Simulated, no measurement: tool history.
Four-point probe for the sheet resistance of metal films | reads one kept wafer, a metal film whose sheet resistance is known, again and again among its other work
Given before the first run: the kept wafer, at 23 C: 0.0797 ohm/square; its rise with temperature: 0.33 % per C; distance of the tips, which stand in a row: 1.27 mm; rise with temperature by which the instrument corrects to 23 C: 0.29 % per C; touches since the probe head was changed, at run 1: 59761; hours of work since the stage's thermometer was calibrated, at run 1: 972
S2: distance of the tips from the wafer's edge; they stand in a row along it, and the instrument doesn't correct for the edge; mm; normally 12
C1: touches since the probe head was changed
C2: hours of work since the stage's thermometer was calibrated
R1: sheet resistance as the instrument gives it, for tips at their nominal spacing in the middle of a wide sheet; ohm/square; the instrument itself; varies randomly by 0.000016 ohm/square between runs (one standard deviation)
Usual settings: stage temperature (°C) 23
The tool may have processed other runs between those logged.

run 1 day=0 | stage_temperature_(°C)=23 S2=12 | C1=59761 C2=972 | R1=0.079993
run 2 day=2.067 | stage_temperature_(°C)=23 S2=12 | C1=60899 C2=1010 | R1=0.08
run 3 day=4.879 | stage_temperature_(°C)=23 S2=12 | C1=62445 C2=1061 | R1=0.079961
run 4 day=8.275 | stage_temperature_(°C)=23 S2=12 | C1=64312 C2=1123 | R1=0.079939
run 5 day=11.983 | stage_temperature_(°C)=23 S2=12 | C1=66351 C2=1191 | R1=0.07997
run 6 day=16.417 | stage_temperature_(°C)=23 S2=12 | C1=68790 C2=1273 | R1=0.079929
run 7 day=20.288 | stage_temperature_(°C)=23 S2=12 | C1=70920 C2=1344 | R1=0.079892
run 8 day=23.788 | stage_temperature_(°C)=23 S2=12 | C1=72844 C2=1408 | R1=0.079893
run 9 day=27.825 | stage_temperature_(°C)=23 S2=12 | C1=75065 C2=1482 | R1=0.079901
run 10 day=31.671 | stage_temperature_(°C)=23 S2=12 | C1=77182 C2=1552 | R1=0.079861
run 11 day=35.196 | stage_temperature_(°C)=23 S2=12 | C1=79119 C2=1617 | R1=0.079828
run 12 day=37.217 | stage_temperature_(°C)=21 S2=5 | C1=80231 C2=1654 | R1=0.081944
-- day=38.25 stage's thermometer calibrated
run 13 day=41.738 | stage_temperature_(°C)=21 S2=24 | C1=82706 C2=64 | R1=0.079516
run 14 day=43.788 | stage_temperature_(°C)=34 S2=51 | C1=83833 C2=101 | R1=0.079826
run 15 day=46.3 | stage_temperature_(°C)=25 S2=4 | C1=85216 C2=148 | R1=0.083607
run 16 day=50.533 | stage_temperature_(°C)=28 S2=6 | C1=87544 C2=225 | R1=0.081457
run 17 day=54.088 | stage_temperature_(°C)=19 S2=15 | C1=89499 C2=290 | R1=0.079576
run 18 day=56.325 | stage_temperature_(°C)=18 S2=13 | C1=90730 C2=331 | R1=0.079636
run 19 day=58.267 | stage_temperature_(°C)=18 S2=13 | C1=91797 C2=367 | R1=0.07963
run 20 day=62.333 | stage_temperature_(°C)=18 S2=13 | C1=94034 C2=441 | R1=0.079601
run 21 day=65.621 | stage_temperature_(°C)=26 S2=12 | C1=95843 C2=502 | R1=0.079946
run 22 day=67.838 | stage_temperature_(°C)=24 S2=16 | C1=97063 C2=542 | R1=0.079641

Below are 4 alternative next runs, each starting from the tool's condition after run 22. Predict each:
run A day=69.896 | stage_temperature_(°C)=21 S2=51 | C1=98193 C2=580 | R1=?
run B day=69.896 | stage_temperature_(°C)=28 S2=32 | C1=98193 C2=580 | R1=?
run C day=69.896 | stage_temperature_(°C)=23 S2=3 | C1=98193 C2=580 | R1=?
run D day=69.896 | stage_temperature_(°C)=24 S2=5 | C1=98193 C2=580 | R1=?

run=A R1=0.079278
run=B R1=0.079587
run=C R1=0.086267
run=D R1=0.082052
Stripped of hidden state, with their random variation kept, the same runs would have yielded:
run=A R1=0.079635
run=B R1=0.079945
run=C R1=0.086652
run=D R1=0.08242
